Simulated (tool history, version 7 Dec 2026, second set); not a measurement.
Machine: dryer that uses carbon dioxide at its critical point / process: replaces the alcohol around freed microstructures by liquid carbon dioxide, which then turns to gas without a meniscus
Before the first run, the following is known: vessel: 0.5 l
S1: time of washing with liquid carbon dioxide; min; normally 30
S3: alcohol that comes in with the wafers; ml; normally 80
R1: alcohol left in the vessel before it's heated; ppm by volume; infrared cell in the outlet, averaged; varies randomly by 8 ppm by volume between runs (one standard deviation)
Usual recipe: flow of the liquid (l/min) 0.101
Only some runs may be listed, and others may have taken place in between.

{"run": 1, "day": 0.0, "S1": 30, "flow of the liquid (l/min)": 0.101, "S3": 80, "R1": 759}
{"run": 2, "day": 0.467, "S1": 30, "flow of the liquid (l/min)": 0.101, "S3": 20, "R1": 196}
{"run": 3, "day": 0.996, "S1": 30, "flow of the liquid (l/min)": 0.101, "S3": 20, "R1": 198}
{"run": 4, "day": 1.375, "S1": 30, "flow of the liquid (l/min)": 0.101, "S3": 20, "R1": 209}
{"run": 5, "day": 1.654, "S1": 30, "flow of the liquid (l/min)": 0.101, "S3": 20, "R1": 201}
{"run": 6, "day": 2.071, "S1": 30, "flow of the liquid (l/min)": 0.101, "S3": 46, "R1": 480}
{"run": 7, "day": 2.367, "S1": 30, "flow of the liquid (l/min)": 0.101, "S3": 46, "R1": 471}
{"run": 8, "day": 2.883, "S1": 30, "flow of the liquid (l/min)": 0.101, "S3": 46, "R1": 491}
{"run": 9, "day": 3.442, "S1": 30, "flow of the liquid (l/min)": 0.104, "S3": 80, "R1": 757}
{"run": 10, "day": 3.821, "S1": 30, "flow of the liquid (l/min)": 0.082, "S3": 80, "R1": 2200}
{"run": 11, "day": 4.25, "S1": 30, "flow of the liquid (l/min)": 0.082, "S3": 80, "R1": 2215}
{"run": 12, "day": 4.592, "S1": 30, "flow of the liquid (l/min)": 0.101, "S3": 34, "R1": 389}
{"run": 13, "day": 5.017, "S1": 30, "flow of the liquid (l/min)": 0.098, "S3": 42, "R1": 584}
{"run": 14, "day": 5.567, "S1": 30, "flow of the liquid (l/min)": 0.098, "S3": 42, "R1": 593}
{"run": 15, "day": 6.075, "S1": 27, "flow of the liquid (l/min)": 0.081, "S3": 25, "R1": 1190}
{"run": 16, "day": 6.421, "S1": 42, "flow of the liquid (l/min)": 0.157, "S3": 27, "R1": 18}
{"run": 17, "day": 6.967, "S1": 27, "flow of the liquid (l/min)": 0.101, "S3": 67, "R1": 1407}
{"run": 18, "day": 7.346, "S1": 32, "flow of the liquid (l/min)": 0.103, "S3": 46, "R1": 394}
{"run": 19, "day": 7.746, "S1": 28, "flow of the liquid (l/min)": 0.114, "S3": 55, "R1": 548}
{"run": 20, "day": 7.979, "S1": 30, "flow of the liquid (l/min)": 0.072, "S3": 28, "R1": 1483}
{"run": 21, "day": 8.538, "S1": 30, "flow of the liquid (l/min)": 0.072, "S3": 28, "R1": 1526}
{"run": 22, "day": 9.096, "S1": 41, "flow of the liquid (l/min)": 0.138, "S3": 65, "R1": 41}
{"run": 23, "day": 9.529, "S1": 21, "flow of the liquid (l/min)": 0.101, "S3": 119, "R1": 7244}
{"run": 24, "day": 9.792, "S1": 21, "flow of the liquid (l/min)": 0.064, "S3": 38, "R1": 8120}

Each row is a separate what-if for the run after 24, all from the same tool condition, not one after another. Results?
{"day": 10.283, "done": "inlet filter changed"}
{"run": "A", "day": 10.283, "S1": 43, "flow of the liquid (l/min)": 0.069, "S3": 25, "R1": "?"}
{"day": 10.283, "done": "inlet filter changed"}
{"run": "B", "day": 10.283, "S1": 21, "flow of the liquid (l/min)": 0.17, "S3": 38, "R1": "?"}
{"day": 10.283, "done": "inlet filter changed"}
{"run": "C", "day": 10.283, "S1": 19, "flow of the liquid (l/min)": 0.136, "S3": 38, "R1": "?"}

run=A R1=160
run=B R1=107
run=C R1=526
The same runs, with their run-to-run variation unchanged, on a tool lacking any hidden condition would have given:
run=A R1=133
run=B R1=81
run=C R1=494
